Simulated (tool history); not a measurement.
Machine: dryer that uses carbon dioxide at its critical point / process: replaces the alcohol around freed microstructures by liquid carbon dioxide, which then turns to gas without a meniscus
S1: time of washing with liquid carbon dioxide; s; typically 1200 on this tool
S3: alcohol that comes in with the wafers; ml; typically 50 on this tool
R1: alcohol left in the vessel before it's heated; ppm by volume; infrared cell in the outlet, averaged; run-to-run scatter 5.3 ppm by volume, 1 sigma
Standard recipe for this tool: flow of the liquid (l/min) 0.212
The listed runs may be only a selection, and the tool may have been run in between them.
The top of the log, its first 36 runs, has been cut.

Run 37, hour 522.7: usual settings but S1 840 s, flow of the liquid (l/min) 0.154, S3 90 ml. Result: R1 6086 ppm by volume.
Run 38, hour 542.9: usual settings but S1 840 s, flow of the liquid (l/min) 0.154, S3 90 ml. Result: R1 6508 ppm by volume.
Run 39, hour 553.3: usual settings but S1 1740 s, flow of the liquid (l/min) 0.127. Result: R1 474 ppm by volume.
Run 40, hour 568.8: usual settings but S1 720 s, flow of the liquid (l/min) 0.127. Result: R1 10061 ppm by volume.
Run 41, hour 585.4: usual settings but S1 780 s, flow of the liquid (l/min) 0.289. Result: R1 518 ppm by volume.
Run 42, hour 597.1: usual settings but S1 1740 s, flow of the liquid (l/min) 0.211, S3 80 ml. Result: R1 155 ppm by volume.
Run 43, hour 609.4: usual settings but S3 76 ml. Result: R1 464 ppm by volume.
Run 44, hour 622.2: usual settings but S1 840 s, S3 63 ml. Result: R1 1803 ppm by volume.
Run 45, hour 634.6: usual settings but S1 1380 s, S3 63 ml. Result: R1 260 ppm by volume.
Run 46, hour 649: usual settings but S1 1560 s, S3 69 ml. Result: R1 213 ppm by volume.
Run 47, hour 667.4: usual settings but S1 1560 s, S3 69 ml. Result: R1 224 ppm by volume.

What if the next run were any one of these 4? Each begins from the tool's condition after run 47:
Run A, hour 685.3: usual settings. Result: R1 ?.
Run B, hour 685.3: usual settings but flow of the liquid (l/min) 0.262. Result: R1 ?.
Run C, hour 685.3: usual settings but S1 1560 s, S3 59 ml. Result: R1 ?.
Run D, hour 685.3: usual settings but S1 1500 s, flow of the liquid (l/min) 0.273, S3 76 ml. Result: R1 ?.

run   R1
  A  432
  B  227
  C  210
  D  165
What these runs would have given with no unlogged condition in the tool:
run   R1
  A  101
  B   26
  C   16
  D    4
